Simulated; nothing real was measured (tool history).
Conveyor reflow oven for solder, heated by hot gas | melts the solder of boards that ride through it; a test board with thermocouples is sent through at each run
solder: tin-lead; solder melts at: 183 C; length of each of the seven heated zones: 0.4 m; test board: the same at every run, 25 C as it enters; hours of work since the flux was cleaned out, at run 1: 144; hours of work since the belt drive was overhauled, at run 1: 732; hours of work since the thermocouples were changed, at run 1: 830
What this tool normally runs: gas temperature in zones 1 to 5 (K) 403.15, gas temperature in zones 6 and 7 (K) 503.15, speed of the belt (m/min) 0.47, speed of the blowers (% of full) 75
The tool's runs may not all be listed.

run,day,gas temperature in zones 1 to 5 (K),gas temperature in zones 6 and 7 (K),speed of the belt (m/min),speed of the blowers (% of full),hours of work since the flux was cleaned out,hours of work since the belt drive was overhauled,hours of work since the thermocouples were changed,highest temperature of the board (K),time above the solder's melting point (s)
1,0,403.15,503.15,0.47,75,144,732,830,481.05,61
2,1.762,403.15,503.15,0.47,75,176,764,862,481.85,60.5
3,4.592,403.15,503.15,0.47,75,228,816,914,480.45,60.6
4,7.329,403.15,498.15,0.47,75,278,865,964,477.75,55.1
5,10.679,403.15,498.15,0.47,75,338,926,1024,477.25,54.2
6,13.329,403.15,503.15,0.47,75,387,974,1073,481.25,61.2
7,16.771,403.15,503.15,0.47,75,449,1037,1135,481.45,61.2
# day 17.738: flux residue cleaned out of gas plates and filters
8,20.504,403.15,503.15,0.47,75,50,1101,1199,480.85,61.9
# day 24.238: thermocouples of zones 6 and 7 changed
9,24.238,403.15,503.15,0.47,75,117,1167,0,481.55,60.1
10,27.167,403.15,503.15,0.47,75,170,1220,53,481.45,60.9
11,31.058,403.15,502.15,0.47,75,240,1291,124,481.25,59.4
12,34.304,403.15,502.15,0.47,75,299,1350,183,480.75,59.8
# day 35.438: belt drive overhauled, speed set with a stopwatch
13,38.504,410.15,497.15,0.514,67,373,56,256,473.05,45
14,41.433,403.15,503.15,0.533,75,426,109,309,477.35,45.5
# day 43.575: flux residue cleaned out of gas plates and filters
15,44.646,407.15,500.15,0.533,55,19,163,364,468.75,34.1
16,48.312,408.15,500.15,0.533,74,86,230,430,475.85,46.4
17,52.288,390.15,500.15,0.533,74,158,302,503,470.65,32.2
18,54.633,398.15,491.15,0.47,81,201,345,545,471.85,43.1
19,56.962,398.15,491.15,0.47,81,243,387,588,471.85,43.7
20,58.7,398.15,491.15,0.556,70,275,419,619,462.35,16.3
21,61.092,404.15,508.15,0.413,79,318,462,663,491.25,84.1
22,64.496,396.15,503.15,0.47,75,380,524,724,479.15,56.1
23,66.417,414.15,503.15,0.47,75,415,559,759,483.55,69.1
24,68.229,414.15,503.15,0.47,75,448,592,792,483.85,68.6

Across each entry between runs, compare the hidden state at the last listed run before it with the hidden state at the first listed run after it:
From run 7 to run 8: flux residue cleaned out of gas plates and filters (day 17.738)
  heat that the gas passes to the board, % of a clean oven's: 99.8 -> 100
From run 8 to run 9: thermocouples of zones 6 and 7 changed (day 24.238)
  heat that the gas passes to the board, % of a clean oven's: 100 -> 99.9; belt's true speed, % of the reading: 99.97 -> 99.96; true gas temperature in zones 6 and 7 over the reading, C: -0.1 -> 0
From run 12 to run 13: belt drive overhauled, speed set with a stopwatch (day 35.438)
  belt's true speed, % of the reading: 99.96 -> 100; true gas temperature in zones 6 and 7 over the reading, C: -0.01 -> -0.02
From run 14 to run 15: flux residue cleaned out of gas plates and filters (day 43.575)
  heat that the gas passes to the board, % of a clean oven's: 99.8 -> 100

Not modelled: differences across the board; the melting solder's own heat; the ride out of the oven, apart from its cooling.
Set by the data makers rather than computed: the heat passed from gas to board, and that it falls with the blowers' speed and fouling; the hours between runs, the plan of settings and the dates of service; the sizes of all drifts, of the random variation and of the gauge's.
